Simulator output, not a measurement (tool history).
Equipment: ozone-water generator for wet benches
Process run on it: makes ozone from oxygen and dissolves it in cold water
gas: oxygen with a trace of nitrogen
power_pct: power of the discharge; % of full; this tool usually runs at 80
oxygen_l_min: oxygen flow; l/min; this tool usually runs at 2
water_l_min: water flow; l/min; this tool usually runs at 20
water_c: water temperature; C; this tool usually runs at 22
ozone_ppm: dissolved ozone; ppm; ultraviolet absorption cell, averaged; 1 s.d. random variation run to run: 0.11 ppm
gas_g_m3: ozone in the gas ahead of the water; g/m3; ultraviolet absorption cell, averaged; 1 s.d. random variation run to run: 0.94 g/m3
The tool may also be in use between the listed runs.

run 1 hour=0 | power_pct=80 oxygen_l_min=2 water_l_min=20 water_c=22 | ozone_ppm=8.7 gas_g_m3=159.9
-- hour=25.9 contactor cleaned
run 2 hour=34.8 | power_pct=80 oxygen_l_min=2 water_l_min=20 water_c=22 | ozone_ppm=8.6 gas_g_m3=159.7
run 3 hour=74.3 | power_pct=80 oxygen_l_min=2 water_l_min=20 water_c=22 | ozone_ppm=8.8 gas_g_m3=160.2
run 4 hour=120.5 | power_pct=80 oxygen_l_min=2 water_l_min=20 water_c=18 | ozone_ppm=8.8 gas_g_m3=159.7
run 5 hour=174.4 | power_pct=44 oxygen_l_min=2 water_l_min=20 water_c=18 | ozone_ppm=5.5 gas_g_m3=95.1
run 6 hour=207.4 | power_pct=80 oxygen_l_min=2 water_l_min=12 water_c=22 | ozone_ppm=13.8 gas_g_m3=159.4

Predict the results of run 7:
run 7 hour=231 | power_pct=87 oxygen_l_min=1.47 water_l_min=27 water_c=22 | ozone_ppm=? gas_g_m3=?

{"run 7": {"ozone_ppm": 6, "gas_g_m3": 194.9}}
Take away the tool's hidden state, keep the run-to-run variation as it was, and the same run would have given ozone_ppm 6 ppm, gas_g_m3 194.9 g/m3.
